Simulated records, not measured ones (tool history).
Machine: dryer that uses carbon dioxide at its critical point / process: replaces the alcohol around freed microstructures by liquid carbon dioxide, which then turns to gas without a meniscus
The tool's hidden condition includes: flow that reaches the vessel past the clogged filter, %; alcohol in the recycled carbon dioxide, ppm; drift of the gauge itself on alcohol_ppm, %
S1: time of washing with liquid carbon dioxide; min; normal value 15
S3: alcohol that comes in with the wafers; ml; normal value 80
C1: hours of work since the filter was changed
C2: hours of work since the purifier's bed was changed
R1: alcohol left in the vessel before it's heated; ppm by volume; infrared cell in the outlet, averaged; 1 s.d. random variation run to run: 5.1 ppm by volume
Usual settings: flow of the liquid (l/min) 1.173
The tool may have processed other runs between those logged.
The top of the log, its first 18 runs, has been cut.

run 19 hour=288.1 | S1=15 flow_of_the_liquid_(l/min)=1.490 S3=85 | C1=88 C2=608 | R1=156
run 20 hour=297.9 | S1=15 flow_of_the_liquid_(l/min)=1.490 S3=85 | C1=95 C2=615 | R1=155
run 21 hour=306.8 | S1=15 flow_of_the_liquid_(l/min)=1.250 S3=46 | C1=101 C2=621 | R1=164
run 22 hour=325.7 | S1=11 flow_of_the_liquid_(l/min)=1.260 S3=20 | C1=115 C2=635 | R1=206
run 23 hour=346.9 | S1=19 flow_of_the_liquid_(l/min)=0.910 S3=25 | C1=131 C2=651 | R1=169
run 24 hour=365.0 | S1=16 flow_of_the_liquid_(l/min)=1.440 S3=118 | C1=144 C2=664 | R1=165
run 25 hour=374.0 | S1=19 flow_of_the_liquid_(l/min)=1.050 S3=75 | C1=151 C2=671 | R1=184
run 26 hour=383.5 | S1=17 flow_of_the_liquid_(l/min)=1.570 S3=49 | C1=158 C2=678 | R1=151
run 27 hour=401.7 | S1=19 flow_of_the_liquid_(l/min)=1.820 S3=63 | C1=171 C2=691 | R1=152
run 28 hour=422.2 | S1=19 flow_of_the_liquid_(l/min)=1.820 S3=63 | C1=186 C2=707 | R1=166
run 29 hour=439.4 | S1=15 flow_of_the_liquid_(l/min)=1.300 S3=47 | C1=199 C2=719 | R1=178
run 30 hour=451.2 | S1=23 flow_of_the_liquid_(l/min)=1.800 S3=32 | C1=208 C2=728 | R1=149
run 31 hour=462.6 | S1=23 flow_of_the_liquid_(l/min)=1.800 S3=32 | C1=216 C2=736 | R1=166
run 32 hour=472.0 | S1=21 flow_of_the_liquid_(l/min)=1.800 S3=31 | C1=223 C2=743 | R1=172
run 33 hour=492.0 | S1=18 flow_of_the_liquid_(l/min)=1.230 S3=20 | C1=238 C2=758 | R1=171
run 34 hour=506.6 | S1=15 flow_of_the_liquid_(l/min)=1.180 S3=80 | C1=249 C2=769 | R1=283

Here are 4 independent what-if runs from the current tool condition. What would each one return?
run A hour=517.5 | S1=15 flow_of_the_liquid_(l/min)=0.890 S3=50 | C1=257 C2=777 | R1=?
run B hour=517.5 | S1=12 flow_of_the_liquid_(l/min)=1.650 S3=80 | C1=257 C2=777 | R1=?
run C hour=517.5 | S1=15 flow_of_the_liquid_(l/min)=0.740 S3=94 | C1=257 C2=777 | R1=?
run D hour=517.5 | S1=15 flow_of_the_liquid_(l/min)=1.170 S3=26 | C1=257 C2=777 | R1=?

run=A R1=478
run=B R1=219
run=C R1=1452
run=D R1=214
Take away the tool's hidden state, keep each run's random variation, and the runs would have read:
run=A R1=163
run=B R1=21
run=C R1=727
run=D R1=24

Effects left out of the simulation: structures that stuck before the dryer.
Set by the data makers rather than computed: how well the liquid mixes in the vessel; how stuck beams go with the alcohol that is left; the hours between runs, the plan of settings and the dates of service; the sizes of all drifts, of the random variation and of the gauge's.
